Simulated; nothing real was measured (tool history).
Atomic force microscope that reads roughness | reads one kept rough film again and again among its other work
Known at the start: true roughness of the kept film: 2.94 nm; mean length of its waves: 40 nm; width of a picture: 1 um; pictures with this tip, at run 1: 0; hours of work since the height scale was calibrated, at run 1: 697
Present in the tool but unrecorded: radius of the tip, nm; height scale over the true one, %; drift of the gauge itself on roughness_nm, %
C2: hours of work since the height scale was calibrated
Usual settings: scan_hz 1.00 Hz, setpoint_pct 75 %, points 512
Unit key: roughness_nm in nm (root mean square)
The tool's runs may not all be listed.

run 1 hour=0.0 | scan_hz=1.00 setpoint_pct=75 points=512 | pictures_with_this_tip=0 C2=697 | roughness_nm=2.641
run 2 hour=16.3 | scan_hz=1.00 setpoint_pct=75 points=512 | pictures_with_this_tip=31 C2=708 | roughness_nm=2.582
run 3 hour=29.6 | scan_hz=1.00 setpoint_pct=75 points=512 | pictures_with_this_tip=56 C2=717 | roughness_nm=2.557
run 4 hour=47.2 | scan_hz=1.00 setpoint_pct=75 points=512 | pictures_with_this_tip=89 C2=729 | roughness_nm=2.522
run 5 hour=57.7 | scan_hz=1.00 setpoint_pct=59 points=512 | pictures_with_this_tip=109 C2=736 | roughness_nm=2.582
run 6 hour=83.0 | scan_hz=1.00 setpoint_pct=75 points=512 | pictures_with_this_tip=157 C2=753 | roughness_nm=2.457
-- hour=94.4 new tip fitted
run 7 hour=96.4 | scan_hz=1.00 setpoint_pct=75 points=612 | pictures_with_this_tip=4 C2=762 | roughness_nm=2.624
run 8 hour=110.5 | scan_hz=1.79 setpoint_pct=75 points=612 | pictures_with_this_tip=30 C2=772 | roughness_nm=2.488
run 9 hour=122.6 | scan_hz=1.79 setpoint_pct=75 points=612 | pictures_with_this_tip=53 C2=780 | roughness_nm=2.480
run 10 hour=137.2 | scan_hz=3.29 setpoint_pct=75 points=612 | pictures_with_this_tip=81 C2=790 | roughness_nm=2.291
run 11 hour=161.4 | scan_hz=3.29 setpoint_pct=75 points=612 | pictures_with_this_tip=127 C2=807 | roughness_nm=2.256
run 12 hour=179.0 | scan_hz=1.62 setpoint_pct=75 points=512 | pictures_with_this_tip=160 C2=819 | roughness_nm=2.400
-- hour=188.1 new tip fitted
run 13 hour=204.5 | scan_hz=1.62 setpoint_pct=75 points=512 | pictures_with_this_tip=31 C2=836 | roughness_nm=2.518
run 14 hour=228.1 | scan_hz=1.62 setpoint_pct=75 points=512 | pictures_with_this_tip=76 C2=852 | roughness_nm=2.464
run 15 hour=243.0 | scan_hz=1.62 setpoint_pct=75 points=512 | pictures_with_this_tip=104 C2=862 | roughness_nm=2.446
run 16 hour=267.8 | scan_hz=1.62 setpoint_pct=75 points=512 | pictures_with_this_tip=151 C2=879 | roughness_nm=2.386
run 17 hour=279.6 | scan_hz=1.62 setpoint_pct=75 points=512 | pictures_with_this_tip=173 C2=887 | roughness_nm=2.378
-- hour=282.3 new tip fitted
run 18 hour=295.9 | scan_hz=1.73 setpoint_pct=75 points=512 | pictures_with_this_tip=25 C2=898 | roughness_nm=2.492
run 19 hour=320.7 | scan_hz=1.73 setpoint_pct=75 points=512 | pictures_with_this_tip=72 C2=915 | roughness_nm=2.474
run 20 hour=344.6 | scan_hz=1.00 setpoint_pct=75 points=512 | pictures_with_this_tip=118 C2=931 | roughness_nm=2.503
run 21 hour=369.3 | scan_hz=1.00 setpoint_pct=75 points=512 | pictures_with_this_tip=164 C2=948 | roughness_nm=2.449
-- hour=375.8 new tip fitted
run 22 hour=392.0 | scan_hz=1.00 setpoint_pct=75 points=512 | pictures_with_this_tip=31 C2=963 | roughness_nm=2.586
run 23 hour=408.9 | scan_hz=1.00 setpoint_pct=75 points=512 | pictures_with_this_tip=63 C2=975 | roughness_nm=2.551
run 24 hour=419.8 | scan_hz=1.00 setpoint_pct=75 points=512 | pictures_with_this_tip=83 C2=982 | roughness_nm=2.511
run 25 hour=442.6 | scan_hz=1.00 setpoint_pct=75 points=512 | pictures_with_this_tip=127 C2=998 | roughness_nm=2.465
run 26 hour=454.0 | scan_hz=1.00 setpoint_pct=81 points=512 | pictures_with_this_tip=148 C2=1006 | roughness_nm=2.433
run 27 hour=466.0 | scan_hz=2.71 setpoint_pct=81 points=512 | pictures_with_this_tip=171 C2=1014 | roughness_nm=2.157
-- hour=470.4 new tip fitted
run 28 hour=488.2 | scan_hz=2.71 setpoint_pct=81 points=512 | pictures_with_this_tip=34 C2=1029 | roughness_nm=2.281
run 29 hour=504.1 | scan_hz=0.89 setpoint_pct=57 points=343 | pictures_with_this_tip=64 C2=1040 | roughness_nm=2.639
run 30 hour=523.7 | scan_hz=0.85 setpoint_pct=80 points=699 | pictures_with_this_tip=102 C2=1053 | roughness_nm=2.487
run 31 hour=537.9 | scan_hz=3.20 setpoint_pct=80 points=824 | pictures_with_this_tip=128 C2=1063 | roughness_nm=2.151
run 32 hour=553.6 | scan_hz=0.80 setpoint_pct=86 points=362 | pictures_with_this_tip=158 C2=1073 | roughness_nm=2.419
-- hour=563.8 new tip fitted
run 33 hour=570.4 | scan_hz=3.32 setpoint_pct=68 points=462 | pictures_with_this_tip=12 C2=1085 | roughness_nm=2.467
run 34 hour=585.1 | scan_hz=1.32 setpoint_pct=75 points=964 | pictures_with_this_tip=40 C2=1095 | roughness_nm=2.530
run 35 hour=598.4 | scan_hz=1.00 setpoint_pct=69 points=505 | pictures_with_this_tip=65 C2=1104 | roughness_nm=2.574
run 36 hour=613.0 | scan_hz=3.36 setpoint_pct=75 points=784 | pictures_with_this_tip=93 C2=1114 | roughness_nm=2.254
run 37 hour=633.4 | scan_hz=3.36 setpoint_pct=75 points=784 | pictures_with_this_tip=132 C2=1128 | roughness_nm=2.220
run 38 hour=654.7 | scan_hz=3.20 setpoint_pct=74 points=361 | pictures_with_this_tip=172 C2=1142 | roughness_nm=2.225
-- hour=658.3 new tip fitted
run 39 hour=680.3 | scan_hz=1.27 setpoint_pct=61 points=554 | pictures_with_this_tip=42 C2=1159 | roughness_nm=2.618
run 40 hour=704.2 | scan_hz=1.10 setpoint_pct=70 points=1003 | pictures_with_this_tip=87 C2=1176 | roughness_nm=2.546
run 41 hour=721.2 | scan_hz=1.10 setpoint_pct=70 points=1003 | pictures_with_this_tip=119 C2=1187 | roughness_nm=2.509
run 42 hour=742.4 | scan_hz=2.60 setpoint_pct=79 points=627 | pictures_with_this_tip=160 C2=1202 | roughness_nm=2.206
-- hour=752.7 new tip fitted
run 43 hour=758.2 | scan_hz=2.60 setpoint_pct=74 points=365 | pictures_with_this_tip=11 C2=1212 | roughness_nm=2.415
run 44 hour=776.4 | scan_hz=2.31 setpoint_pct=62 points=473 | pictures_with_this_tip=45 C2=1225 | roughness_nm=2.536
run 45 hour=798.6 | scan_hz=1.27 setpoint_pct=89 points=644 | pictures_with_this_tip=87 C2=1240 | roughness_nm=2.330
run 46 hour=818.6 | scan_hz=1.00 setpoint_pct=60 points=375 | pictures_with_this_tip=125 C2=1254 | roughness_nm=2.533
run 47 hour=840.0 | scan_hz=1.17 setpoint_pct=88 points=909 | pictures_with_this_tip=166 C2=1268 | roughness_nm=2.302
-- hour=846.2 new tip fitted
run 48 hour=862.1 | scan_hz=1.17 setpoint_pct=88 points=909 | pictures_with_this_tip=30 C2=1283 | roughness_nm=2.445
run 49 hour=884.2 | scan_hz=2.24 setpoint_pct=79 points=294 | pictures_with_this_tip=72 C2=1298 | roughness_nm=2.308
run 50 hour=906.8 | scan_hz=3.38 setpoint_pct=89 points=1001 | pictures_with_this_tip=115 C2=1314 | roughness_nm=1.933
run 51 hour=927.2 | scan_hz=0.61 setpoint_pct=84 points=801 | pictures_with_this_tip=153 C2=1327 | roughness_nm=2.452
-- hour=940.3 new tip fitted
run 52 hour=941.9 | scan_hz=3.70 setpoint_pct=88 points=801 | pictures_with_this_tip=3 C2=1337 | roughness_nm=2.003

Per-run results on a tool with no hidden state, each run keeping its own random variation:
run=1 roughness_nm=2.666
run=2 roughness_nm=2.642
run=3 roughness_nm=2.644
run=4 roughness_nm=2.640
run=5 roughness_nm=2.722
run=6 roughness_nm=2.641
run=7 roughness_nm=2.660
run=8 roughness_nm=2.549
run=9 roughness_nm=2.564
run=10 roughness_nm=2.393
run=11 roughness_nm=2.401
run=12 roughness_nm=2.586
run=13 roughness_nm=2.579
run=14 roughness_nm=2.566
run=15 roughness_nm=2.572
run=16 roughness_nm=2.557
run=17 roughness_nm=2.568
run=18 roughness_nm=2.550
run=19 roughness_nm=2.581
run=20 roughness_nm=2.660
run=21 roughness_nm=2.652
run=22 roughness_nm=2.659
run=23 roughness_nm=2.655
run=24 roughness_nm=2.636
run=25 roughness_nm=2.630
run=26 roughness_nm=2.616
run=27 roughness_nm=2.337
run=28 roughness_nm=2.348
run=29 roughness_nm=2.748
run=30 roughness_nm=2.630
run=31 roughness_nm=2.299
run=32 roughness_nm=2.616
run=33 roughness_nm=2.512
run=34 roughness_nm=2.606
run=35 roughness_nm=2.677
run=36 roughness_nm=2.369
run=37 roughness_nm=2.369
run=38 roughness_nm=2.409
run=39 roughness_nm=2.708
run=40 roughness_nm=2.679
run=41 roughness_nm=2.674
run=42 roughness_nm=2.389
run=43 roughness_nm=2.478
run=44 roughness_nm=2.639
run=45 roughness_nm=2.467
run=46 roughness_nm=2.721
run=47 roughness_nm=2.513
run=48 roughness_nm=2.520
run=49 roughness_nm=2.416
run=50 roughness_nm=2.055
run=51 roughness_nm=2.648
run=52 roughness_nm=2.043

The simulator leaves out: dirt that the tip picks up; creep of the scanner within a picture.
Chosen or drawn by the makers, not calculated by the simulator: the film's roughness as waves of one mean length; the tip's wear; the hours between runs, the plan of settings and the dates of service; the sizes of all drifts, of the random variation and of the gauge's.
